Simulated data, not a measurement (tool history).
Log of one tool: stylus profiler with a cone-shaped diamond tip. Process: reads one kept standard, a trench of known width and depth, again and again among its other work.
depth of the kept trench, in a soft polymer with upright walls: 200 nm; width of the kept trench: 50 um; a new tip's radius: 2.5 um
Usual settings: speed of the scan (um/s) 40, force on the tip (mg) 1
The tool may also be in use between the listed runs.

run,hour,speed of the scan (um/s),force on the tip (mg),depth of the trench (nm),width of the trench's floor (nm)
1,0,40,1,200.67,47440
2,55.3,40,1,200.66,47380
3,114.6,40,1.74,200.79,47460
4,165.3,40,1.74,200.74,47400
5,220,40,1.74,200.87,47340
6,288.9,40,0.7,200.38,47040
7,343.7,40,0.7,200.34,47000
# hour 347.8: height scale calibrated on a step standard
8,389.6,40,0.7,200.27,47020
9,454.8,40,0.7,200.28,46970
10,507.7,40,1,200.34,47040
# hour 545.9: height scale calibrated on a step standard, once more
11,575,40,1,200.51,46930
12,621.5,40,1,200.37,46920
13,685.1,40,1,200.36,46770
14,724.2,14,0.36,200.08,46980
15,771.1,11,2.68,200.96,47130
16,819.8,28,0.66,200.2,46800
17,862.4,28,0.66,200.22,46790
18,898.1,22,2.22,200.73,46900
19,960.4,22,2.22,200.75,46950
20,1021.1,22,2.22,200.67,46900
21,1083.5,22,2.22,200.57,46800
22,1122.7,22,2.22,200.6,46820
# hour 1165.1: new tip fitted, height scale calibrated
23,1166.6,43,0.81,200.49,47460
24,1197.4,38,0.74,200.52,47590
25,1232.1,48,0.41,200.28,47190
26,1281.7,10,0.65,200.34,47800

Forecast each of these 3 alternatives for the next run:
A,1317.6,149,0.65,?,?
B,1317.6,38,1.51,?,?
C,1317.6,67,1.96,?,?

run,depth of the trench (nm),width of the trench's floor (nm)
A,200.37,45990
B,200.78,47580
C,200.83,47340
Without the tool's hidden state the same runs would have given:
run,depth of the trench (nm),width of the trench's floor (nm)
A,200.45,46160
B,200.87,47750
C,200.91,47510
